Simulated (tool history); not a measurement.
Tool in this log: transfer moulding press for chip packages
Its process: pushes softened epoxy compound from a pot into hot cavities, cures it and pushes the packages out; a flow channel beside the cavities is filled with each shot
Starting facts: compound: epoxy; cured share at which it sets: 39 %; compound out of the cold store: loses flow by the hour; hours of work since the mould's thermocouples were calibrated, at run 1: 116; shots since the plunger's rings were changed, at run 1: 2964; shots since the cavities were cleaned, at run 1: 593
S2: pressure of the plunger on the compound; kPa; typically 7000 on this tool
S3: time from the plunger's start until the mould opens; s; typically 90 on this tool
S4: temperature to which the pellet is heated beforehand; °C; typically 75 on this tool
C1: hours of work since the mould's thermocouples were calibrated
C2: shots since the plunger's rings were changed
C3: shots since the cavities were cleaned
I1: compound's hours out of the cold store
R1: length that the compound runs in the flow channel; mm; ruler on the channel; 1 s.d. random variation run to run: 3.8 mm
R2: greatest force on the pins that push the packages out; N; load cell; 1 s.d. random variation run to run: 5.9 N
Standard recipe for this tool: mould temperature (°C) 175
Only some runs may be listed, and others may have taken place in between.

Run 1, hour 0.0: usual settings; C1 116; C2 2964; C3 593; I1 34.9. Result: R1 505 mm, R2 314 N.
At hour 15.4: cavities cleaned with cleaning compound and waxed.
Run 2, hour 26.5: usual settings; C1 133; C2 3273; C3 137; I1 47.1. Result: R1 484 mm, R2 390 N.
Run 3, hour 44.9: usual settings but S2 7450 kPa; C1 146; C2 3501; C3 365; I1 18.3. Result: R1 541 mm, R2 404 N.
Run 4, hour 66.0: usual settings but S2 7450 kPa; C1 161; C2 3763; C3 627; I1 8.2. Result: R1 553 mm, R2 415 N.
At hour 76.4: cavities cleaned with cleaning compound and waxed.
At hour 81.6: cavities cleaned with cleaning compound and waxed, once more.
Run 5, hour 87.8: usual settings but S2 6370 kPa; C1 174; C2 3995; C3 77; I1 12.8. Result: R1 512 mm, R2 246 N.
Run 6, hour 116.6: usual settings; C1 194; C2 4352; C3 434; I1 34.7. Result: R1 492 mm, R2 294 N.
At hour 143.7: cavities cleaned with cleaning compound and waxed.
Run 7, hour 150.1: usual settings; C1 216; C2 4748; C3 79; I1 35.9. Result: R1 486 mm, R2 228 N.
At hour 165.3: plunger's sealing rings changed.
Run 8, hour 187.2: usual settings; C1 240; C2 270; C3 507; I1 35.4. Result: R1 522 mm, R2 299 N.
At hour 208.2: cavities cleaned with cleaning compound and waxed.
Run 9, hour 225.9: usual settings; C1 266; C2 732; C3 220; I1 44.0. Result: R1 507 mm, R2 254 N.
At hour 268.8: cavities cleaned with cleaning compound and waxed.
Run 10, hour 268.8: usual settings; C1 295; C2 1244; C3 0; I1 8.5. Result: R1 570 mm, R2 221 N.
Run 11, hour 308.4: usual settings; C1 323; C2 1734; C3 490; I1 36.5. Result: R1 522 mm, R2 309 N.
Run 12, hour 327.5: usual settings; C1 336; C2 1970; C3 726; I1 36.8. Result: R1 509 mm, R2 312 N.
At hour 331.7: cavities cleaned with cleaning compound and waxed.
Run 13, hour 353.7: usual settings; C1 353; C2 2277; C3 273; I1 32.9. Result: R1 512 mm, R2 265 N.
Run 14, hour 386.6: usual settings but S4 81 °C; C1 376; C2 2684; C3 680; I1 23.6. Result: R1 524 mm, R2 310 N.
At hour 395.2: cavities cleaned with cleaning compound and waxed.
Run 15, hour 406.5: usual settings but mould temperature (°C) 182, S2 5810 kPa; C1 389; C2 2912; C3 140; I1 18.2. Result: R1 477 mm, R2 208 N.
Run 16, hour 445.0: usual settings but mould temperature (°C) 180, S2 6240 kPa, S3 86 s, S4 80 °C; C1 416; C2 3389; C3 617; I1 36.7. Result: R1 467 mm, R2 285 N.
At hour 457.0: cavities cleaned with cleaning compound and waxed.
Run 17, hour 487.8: usual settings but mould temperature (°C) 180, S2 6240 kPa, S3 86 s, S4 80 °C; C1 445; C2 3900; C3 381; I1 42.5. Result: R1 457 mm, R2 235 N.
At hour 519.2: cavities cleaned with cleaning compound and waxed.
Run 18, hour 519.2: usual settings but S2 8650 kPa, S4 81 °C; C1 466; C2 4270; C3 0; I1 27.9. Result: R1 558 mm, R2 214 N.
Run 19, hour 547.0: usual settings but S2 8650 kPa, S4 81 °C; C1 485; C2 4614; C3 344; I1 32.8. Result: R1 546 mm, R2 276 N.
At hour 573.7: plunger's sealing rings changed.
Run 20, hour 573.7: usual settings but S2 8650 kPa, S4 81 °C; C1 502; C2 0; C3 644; I1 44.6. Result: R1 571 mm, R2 307 N.
At hour 582.8: cavities cleaned with cleaning compound and waxed.
Run 21, hour 611.9: usual settings; C1 528; C2 455; C3 361; I1 28.7. Result: R1 535 mm, R2 274 N.
Run 22, hour 635.0: usual settings but S2 7800 kPa, S3 112 s, S4 85 °C; C1 544; C2 741; C3 647; I1 16.2. Result: R1 577 mm, R2 269 N.
At hour 644.3: cavities cleaned with cleaning compound and waxed.
Run 23, hour 660.9: usual settings but S2 6380 kPa, S4 77 °C; C1 561; C2 1042; C3 205; I1 43.0. Result: R1 484 mm, R2 262 N.
Run 24, hour 686.3: usual settings but S2 6380 kPa, S4 77 °C; C1 579; C2 1357; C3 520; I1 25.8. Result: R1 512 mm, R2 310 N.
At hour 706.1: cavities cleaned with cleaning compound and waxed.
Run 25, hour 716.4: usual settings but S2 7380 kPa, S3 87 s, S4 83 °C; C1 598; C2 1711; C3 128; I1 43.4. Result: R1 516 mm, R2 241 N.
Run 26, hour 737.3: usual settings but S2 7380 kPa, S3 87 s, S4 83 °C; C1 613; C2 1970; C3 387; I1 41.4. Result: R1 516 mm, R2 296 N.
Run 27, hour 761.4: usual settings but mould temperature (°C) 169, S2 6810 kPa, S4 72 °C; C1 630; C2 2269; C3 686; I1 18.3. Result: R1 537 mm, R2 448 N.

What if the next run were any one of these 4? Each begins from the tool's condition after run 27:
At hour 766.5: cavities cleaned with cleaning compound and waxed.
Run A, hour 786.5: usual settings but S3 78 s, S4 76 °C; C1 646; C2 2560; C3 247; I1 28.2. Result: R1 ?, R2 ?.
At hour 766.5: cavities cleaned with cleaning compound and waxed.
Run B, hour 786.5: usual settings but S2 8580 kPa, S3 114 s, S4 81 °C; C1 646; C2 2560; C3 247; I1 22.7. Result: R1 ?, R2 ?.
At hour 766.5: cavities cleaned with cleaning compound and waxed.
Run C, hour 786.5: usual settings but mould temperature (°C) 172, S2 6810 kPa, S4 72 °C; C1 646; C2 2560; C3 247; I1 41.6. Result: R1 ?, R2 ?.
At hour 766.5: cavities cleaned with cleaning compound and waxed.
Run D, hour 786.5: usual settings but mould temperature (°C) 177; C1 646; C2 2560; C3 247; I1 30.3. Result: R1 ?, R2 ?.

run   R1   R2
  A  520  327
  B  582  220
  C  495  280
  D  508  243
Had the tool no hidden state, the same runs would have come out as:
run   R1   R2
  A  540  281
  B  605  183
  C  515  239
  D  528  205
